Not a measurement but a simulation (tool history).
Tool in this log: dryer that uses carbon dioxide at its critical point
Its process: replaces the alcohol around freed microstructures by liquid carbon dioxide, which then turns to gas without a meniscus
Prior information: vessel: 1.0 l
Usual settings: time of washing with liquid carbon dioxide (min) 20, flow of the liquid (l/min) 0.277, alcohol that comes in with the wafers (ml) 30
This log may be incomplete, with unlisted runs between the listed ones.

| run | hour | time of washing with liquid carbon dioxide (min) | flow of the liquid (l/min) | alcohol that comes in with the wafers (ml) | alcohol left in the vessel before it's heated (ppm by volume) |
|---|---|---|---|---|---|
| 1 | 0.0 | 20 | 0.277 | 30 | 281 |
| 2 | 9.5 | 20 | 0.277 | 30 | 273 |
| 3 | 17.7 | 20 | 0.277 | 30 | 289 |
| 4 | 28.7 | 20 | 0.277 | 30 | 280 |
| 5 | 37.4 | 28 | 0.277 | 30 | 74 |
| 6 | 52.5 | 28 | 0.277 | 30 | 81 |
| 7 | 68.5 | 28 | 0.277 | 30 | 82 |
| 8 | 83.4 | 20 | 0.455 | 71 | 73 |
| 9 | 95.3 | 20 | 0.455 | 71 | 66 |
| 10 | 106.2 | 20 | 0.455 | 71 | 63 |
| 11 | 120.9 | 21 | 0.277 | 37 | 286 |
| 12 | 135.8 | 17 | 0.249 | 47 | 1286 |
| 13 | 152.2 | 23 | 0.249 | 23 | 212 |

Alternative continuations, all from the tool just after run 13; predict every row:
| A | 166.6 | 20 | 0.255 | 30 | ? |
| B | 166.6 | 23 | 0.249 | 101 | ? |
| C | 166.6 | 16 | 0.249 | 114 | ? |

| run | alcohol left in the vessel before it's heated (ppm by volume) |
|---|---|
| A | 425 |
| B | 762 |
| C | 3788 |
What these runs would have given with no unlogged condition in the tool:
| run | alcohol left in the vessel before it's heated (ppm by volume) |
|---|---|
| A | 295 |
| B | 540 |
| C | 3063 |

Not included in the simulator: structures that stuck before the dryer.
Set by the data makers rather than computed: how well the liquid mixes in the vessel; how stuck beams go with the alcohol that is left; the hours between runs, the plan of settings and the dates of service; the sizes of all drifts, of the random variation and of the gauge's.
